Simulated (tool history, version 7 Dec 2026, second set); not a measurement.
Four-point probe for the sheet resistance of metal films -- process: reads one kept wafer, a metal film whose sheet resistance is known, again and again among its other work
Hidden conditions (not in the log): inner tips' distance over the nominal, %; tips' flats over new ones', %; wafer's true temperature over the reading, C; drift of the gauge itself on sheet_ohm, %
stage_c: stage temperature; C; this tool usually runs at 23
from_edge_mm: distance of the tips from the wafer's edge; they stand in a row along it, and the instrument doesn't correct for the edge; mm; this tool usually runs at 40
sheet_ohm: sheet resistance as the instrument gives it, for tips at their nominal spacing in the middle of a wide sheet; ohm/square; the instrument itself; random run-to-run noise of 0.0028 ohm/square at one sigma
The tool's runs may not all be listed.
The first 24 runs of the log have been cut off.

run	hour	stage_c	from_edge_mm	touches since the probe head was changed	hours of work since the stage's thermometer was calibrated	sheet_ohm
25	863.6	26	64	36878	1623	14.232845
26	886.7	34	40	37740	1638	14.29623
27	908.7	34	40	38563	1652	14.29164
28	953.2	35	8	40227	1680	14.416793
29	991.3	20	26	41650	1704	14.190873
30	1037.5	34	68	43374	1733	14.285484
31	1087.4	34	73	45237	1764	14.286094
32	1122.7	34	73	46556	1787	14.285336
33	1147.7	35	48	47492	1803	14.28809
34	1178.8	35	48	48651	1822	14.290339
35	1213.9	35	48	49965	1844	14.292527
36	1263.1	35	48	51800	1875	14.285294
37	1301.2	28	4	53224	1900	14.69423
38	1351.5	28	4	55103	1931	14.694826
39	1396.1	23	13	56768	1959	14.237905
40	1421	23	13	57699	1975	14.233591
41	1445	23	13	58596	1990	14.236873
42	1469.3	22	11	59505	2006	14.244895
43	1510.1	28	17	61029	2032	14.250575
44	1531.9	26	68	61844	2045	14.212924
45	1584.8	26	68	63819	2079	14.208008
46	1637.8	27	23	65798	2112	14.222666

3 ways to go on from here, each from the tool as it stands after run 46. What would each give?
A	1667.5	23	4	66908	2131	?
B	1667.5	23	19	66908	2131	?
C	1667.5	23	6	66908	2131	?

run	sheet_ohm
A	14.643533
B	14.198596
C	14.389691
What these runs would have given with no unlogged condition in the tool:
run	sheet_ohm
A	14.65581
B	14.21057
C	14.401797
